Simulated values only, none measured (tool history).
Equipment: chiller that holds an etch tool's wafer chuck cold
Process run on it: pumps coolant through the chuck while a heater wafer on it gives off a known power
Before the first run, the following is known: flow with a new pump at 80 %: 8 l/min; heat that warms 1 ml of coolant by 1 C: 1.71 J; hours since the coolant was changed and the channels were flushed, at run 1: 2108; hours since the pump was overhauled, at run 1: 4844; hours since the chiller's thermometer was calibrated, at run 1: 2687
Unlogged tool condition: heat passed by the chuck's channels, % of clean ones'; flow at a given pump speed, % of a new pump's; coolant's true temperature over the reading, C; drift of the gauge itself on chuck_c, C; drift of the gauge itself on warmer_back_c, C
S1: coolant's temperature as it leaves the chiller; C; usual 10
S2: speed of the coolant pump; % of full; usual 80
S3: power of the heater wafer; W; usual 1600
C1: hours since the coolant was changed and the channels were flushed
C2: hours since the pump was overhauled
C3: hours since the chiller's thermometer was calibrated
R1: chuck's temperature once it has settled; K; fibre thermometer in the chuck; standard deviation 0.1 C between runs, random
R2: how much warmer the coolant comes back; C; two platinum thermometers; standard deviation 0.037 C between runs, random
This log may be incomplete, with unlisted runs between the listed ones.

Run 1, hour 0.0: usual settings; C1 2108; C2 4844; C3 2687. Result: R1 297.15 K, R2 7.36 C.
Run 2, hour 135.5: usual settings; C1 2243; C2 4980; C3 2822. Result: R1 297.15 K, R2 7.33 C.
Run 3, hour 295.0: usual settings; C1 2403; C2 5139; C3 2982. Result: R1 297.25 K, R2 7.35 C.
Run 4, hour 378.7: usual settings; C1 2487; C2 5223; C3 3065. Result: R1 297.25 K, R2 7.37 C.
Run 5, hour 454.0: usual settings; C1 2562; C2 5298; C3 3141. Result: R1 297.25 K, R2 7.34 C.
Run 6, hour 594.4: usual settings; C1 2702; C2 5439; C3 3281. Result: R1 297.45 K, R2 7.31 C.
Run 7, hour 715.7: usual settings; C1 2824; C2 5560; C3 3402. Result: R1 297.45 K, R2 7.34 C.
Run 8, hour 872.1: usual settings but S3 964 W; C1 2980; C2 5716; C3 3559. Result: R1 291.95 K, R2 4.44 C.
Run 9, hour 972.6: usual settings but S3 964 W; C1 3080; C2 5817; C3 3659. Result: R1 291.95 K, R2 4.43 C.
Run 10, hour 1097.1: usual settings but S1 8 C; C1 3205; C2 5941; C3 3784. Result: R1 295.65 K, R2 7.42 C.
Run 11, hour 1237.4: usual settings but S1 8 C; C1 3345; C2 6082; C3 3924. Result: R1 295.75 K, R2 7.41 C.
Run 12, hour 1339.4: usual settings but S1 8 C; C1 3447; C2 6184; C3 4026. Result: R1 295.65 K, R2 7.38 C.
Run 13, hour 1411.3: usual settings but S2 93 % of full, S3 1781 W; C1 3519; C2 6256; C3 4098. Result: R1 296.85 K, R2 6.95 C.
Run 14, hour 1561.6: usual settings but S2 93 % of full, S3 1654 W; C1 3669; C2 6406; C3 4248. Result: R1 296.25 K, R2 6.49 C.
Run 15, hour 1648.2: usual settings but S2 93 % of full, S3 1654 W; C1 3756; C2 6493; C3 4335. Result: R1 295.95 K, R2 6.47 C.
Run 16, hour 1744.6: usual settings but S1 9 C, S2 93 % of full, S3 1315 W; C1 3852; C2 6589; C3 4431. Result: R1 292.75 K, R2 5.16 C.
Run 17, hour 1840.4: usual settings but S1 9 C, S2 64 % of full, S3 1315 W; C1 3948; C2 6685; C3 4527. Result: R1 297.15 K, R2 7.83 C.
Run 18, hour 1998.1: usual settings but S1 8 C; C1 4106; C2 6842; C3 4685. Result: R1 295.75 K, R2 7.44 C.
Run 19, hour 2083.4: usual settings but S1 8 C; C1 4191; C2 6928; C3 4770. Result: R1 295.85 K, R2 7.53 C.

Run 20 has not been measured yet. What should we expect?
Run 20, hour 2208.0: usual settings but S1 8 C; C1 4316; C2 7052; C3 4895. Result: R1 ?, R2 ?.

R1: 296.05 K
R2: 7.52 C
Minus the tool's unlogged condition, the same run would have read R1 294.05 K, R2 7.04 C.
